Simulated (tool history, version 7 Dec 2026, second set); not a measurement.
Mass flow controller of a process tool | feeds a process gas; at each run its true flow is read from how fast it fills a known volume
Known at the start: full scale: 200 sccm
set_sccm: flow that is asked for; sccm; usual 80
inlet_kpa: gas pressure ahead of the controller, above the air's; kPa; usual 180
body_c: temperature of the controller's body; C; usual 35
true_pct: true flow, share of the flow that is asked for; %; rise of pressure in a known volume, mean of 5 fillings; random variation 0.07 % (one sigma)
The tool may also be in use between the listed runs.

run     day  set_sccm  inlet_kpa  body_c  true_pct
  1       0        80        180      35     98.89
  2  10.312        80        180      35     98.85
  3  19.317        80        180      35     99.12
  4  28.958        80        180      35     98.98
  5  39.138        80        180      35     99.11
  6  46.192        55        180      35      98.8
  7  53.758        95        144      37     99.77
  8  65.808        95        144      37       100
  9  74.654        65        267      35     98.61
     81.308  -- controller exchanged for a calibrated one
 10  82.538        97        180      31     99.33
 11  94.008        97        180      31     99.32

The same runs without the tool's hidden state, with the same run-to-run variation:
The hidden state here: flow at rest that the sensor doesn't see, % of full scale; true flow over the shown one, %; drift of the gauge itself on true_pct, %.
run  true_pct
  1     98.91
  2     98.82
  3     99.03
  4     98.84
  5     98.93
  6     98.57
  7     99.51
  8     99.68
  9     98.24
 10      98.9
 11     98.83
